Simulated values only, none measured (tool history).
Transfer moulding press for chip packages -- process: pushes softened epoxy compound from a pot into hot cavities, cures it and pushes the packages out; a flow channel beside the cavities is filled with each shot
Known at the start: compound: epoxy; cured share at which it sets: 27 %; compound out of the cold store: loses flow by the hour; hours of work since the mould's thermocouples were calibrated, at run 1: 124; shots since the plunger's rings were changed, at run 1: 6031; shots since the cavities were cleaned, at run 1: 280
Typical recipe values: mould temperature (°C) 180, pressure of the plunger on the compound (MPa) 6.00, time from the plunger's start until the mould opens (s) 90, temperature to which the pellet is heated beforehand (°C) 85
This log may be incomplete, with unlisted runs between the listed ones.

run	hour	mould temperature (°C)	pressure of the plunger on the compound (MPa)	time from the plunger's start until the mould opens (s)	temperature to which the pellet is heated beforehand (°C)	hours of work since the mould's thermocouples were calibrated	shots since the plunger's rings were changed	shots since the cavities were cleaned	incoming compound's hours out of the cold store	length that the compound runs in the flow channel (mm)	greatest force on the pins that push the packages out (N)
1	0.0	180	6.00	90	85	124	6031	280	9.5	724	317
# hour 10.3: plunger's sealing rings changed
# hour 36.1: cavities cleaned with cleaning compound and waxed
2	45.6	180	6.00	90	85	155	537	152	29.1	673	271
# hour 84.2: cavities cleaned with cleaning compound and waxed
3	99.8	180	6.00	90	85	193	1372	248	19.6	722	311
# hour 131.7: cavities cleaned with cleaning compound and waxed
4	148.9	180	6.00	90	85	227	2127	272	45.0	589	296
# hour 181.8: cavities cleaned with cleaning compound and waxed
5	209.3	180	6.00	90	85	270	3061	435	35.0	618	338
# hour 229.1: cavities cleaned with cleaning compound and waxed
6	238.7	186	6.00	90	85	290	3503	151	46.5	560	240
7	269.8	180	6.00	90	85	313	3997	645	44.7	566	363
# hour 277.5: cavities cleaned with cleaning compound and waxed
# hour 298.9: mould's thermocouples calibrated
# hour 328.8: cavities cleaned with cleaning compound and waxed
8	341.1	180	6.00	90	85	30	5049	196	38.8	579	285
# hour 374.6: cavities cleaned with cleaning compound and waxed
9	403.0	180	6.00	90	85	73	6007	451	28.0	628	371
# hour 413.5: plunger's sealing rings changed
# hour 425.2: cavities cleaned with cleaning compound and waxed
10	463.3	180	6.00	90	85	114	766	604	21.6	712	378
# hour 473.4: cavities cleaned with cleaning compound and waxed
# hour 520.1: cavities cleaned with cleaning compound and waxed
11	520.1	180	6.00	90	85	153	1620	0	33.9	645	210
12	555.2	180	6.00	90	85	179	2175	555	13.9	745	392
# hour 570.9: cavities cleaned with cleaning compound and waxed
# hour 575.9: mould's thermocouples calibrated, once more
13	589.8	180	6.00	94	85	10	2669	268	16.8	716	295
# hour 623.7: cavities cleaned with cleaning compound and waxed
14	627.3	186	6.00	115	85	36	3241	58	21.9	668	185
# hour 672.2: cavities cleaned with cleaning compound and waxed
15	677.9	186	6.00	115	85	72	4019	91	17.0	695	203
# hour 723.6: cavities cleaned with cleaning compound and waxed
16	735.0	174	6.00	115	78	112	4901	181	22.2	683	267
# hour 772.9: cavities cleaned with cleaning compound and waxed
17	801.1	180	7.43	112	85	159	5926	448	13.0	779	281
# hour 819.5: plunger's sealing rings changed
# hour 821.0: cavities cleaned with cleaning compound and waxed
18	854.9	179	6.00	90	85	195	537	537	46.6	594	359
# hour 870.4: cavities cleaned with cleaning compound and waxed
# hour 918.4: cavities cleaned with cleaning compound and waxed
19	922.5	180	6.71	83	85	242	1561	65	13.6	787	311
20	958.2	180	6.71	98	75	268	2127	631	26.6	705	342
# hour 964.2: cavities cleaned with cleaning compound and waxed
# hour 1012.3: cavities cleaned with cleaning compound and waxed
21	1019.9	183	7.10	90	86	311	3059	120	10.3	816	235
# hour 1049.4: mould's thermocouples calibrated
# hour 1061.0: cavities cleaned with cleaning compound and waxed
22	1077.1	178	6.38	79	78	19	3911	255	22.5	695	437
# hour 1109.4: cavities cleaned with cleaning compound and waxed
23	1115.5	178	6.38	79	78	46	4496	97	45.7	578	346
# hour 1157.1: cavities cleaned with cleaning compound and waxed
24	1179.2	178	6.64	98	78	91	5483	352	22.1	695	314
# hour 1203.3: cavities cleaned with cleaning compound and waxed
# hour 1223.2: plunger's sealing rings changed
25	1232.0	177	6.00	90	80	126	139	414	10.4	792	421
# hour 1253.1: cavities cleaned with cleaning compound and waxed
26	1272.3	172	6.00	90	80	155	755	304	8.5	819	571

Difference, measured minus no-hidden-state, one row per run. Run-to-run variation is common to both terms; the gauge's own scatter need not be:
What the log doesn't record here: true mould temperature over the reading, C; pressure that reaches the compound, % of what is set; grip of the stained cavities, % over clean ones'; drift of the gauge itself on flow_mm, %; drift of the gauge itself on push_out_n, %.
run	length that the compound runs in the flow channel (mm)	greatest force on the pins that push the packages out (N)
1	-68	+105
2	-5	+61
3	-13	+100
4	-18	+93
5	-28	+141
6	-29	+64
7	-34	+163
8	-46	+84
9	-61	+156
10	-6	+177
11	-13	+12
12	-21	+178
13	-30	+97
14	-35	+29
15	-45	+35
16	-56	+71
17	-77	+111
18	-6	+153
19	-19	+55
20	-23	+150
21	-40	+50
22	-47	+129
23	-45	+61
24	-65	+112
25	-4	+164
26	-12	+201
